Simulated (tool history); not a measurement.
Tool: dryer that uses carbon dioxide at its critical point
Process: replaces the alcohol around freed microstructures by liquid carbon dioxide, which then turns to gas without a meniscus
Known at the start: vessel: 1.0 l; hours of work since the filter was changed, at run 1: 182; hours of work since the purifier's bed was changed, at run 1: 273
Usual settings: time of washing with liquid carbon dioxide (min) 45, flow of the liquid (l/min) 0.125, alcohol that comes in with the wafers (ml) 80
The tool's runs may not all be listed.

run,day,time of washing with liquid carbon dioxide (min),flow of the liquid (l/min),alcohol that comes in with the wafers (ml),hours of work since the filter was changed,hours of work since the purifier's bed was changed,alcohol left in the vessel before it's heated (ppm by volume)
1,0,45,0.125,80,182,273,1003
2,0.85,45,0.125,80,198,289,1002
3,1.783,45,0.125,114,216,307,1452
4,2.35,45,0.125,80,227,318,1022
5,3.338,45,0.125,101,246,336,1330
6,3.862,45,0.089,80,255,346,3691
7,4.696,45,0.125,80,271,362,1093
8,5.708,45,0.125,80,290,381,1145
9,6.788,45,0.125,80,311,402,1135
10,7.588,45,0.125,80,326,417,1176
# day 8.608: inlet filter changed
11,8.658,45,0.125,80,1,436,810
12,9.408,45,0.125,80,15,450,850
13,10.383,45,0.125,80,34,469,877
14,11.042,45,0.137,80,46,481,599
15,12.004,45,0.125,28,64,500,400

Run 16 comes next. What will it give?
16,13.15,56,0.125,80,86,521,?

Run 16 gave alcohol left in the vessel before it's heated (ppm by volume) 389.
Without the tool's hidden state the same run would have given alcohol left in the vessel before it's heated (ppm by volume) 246.

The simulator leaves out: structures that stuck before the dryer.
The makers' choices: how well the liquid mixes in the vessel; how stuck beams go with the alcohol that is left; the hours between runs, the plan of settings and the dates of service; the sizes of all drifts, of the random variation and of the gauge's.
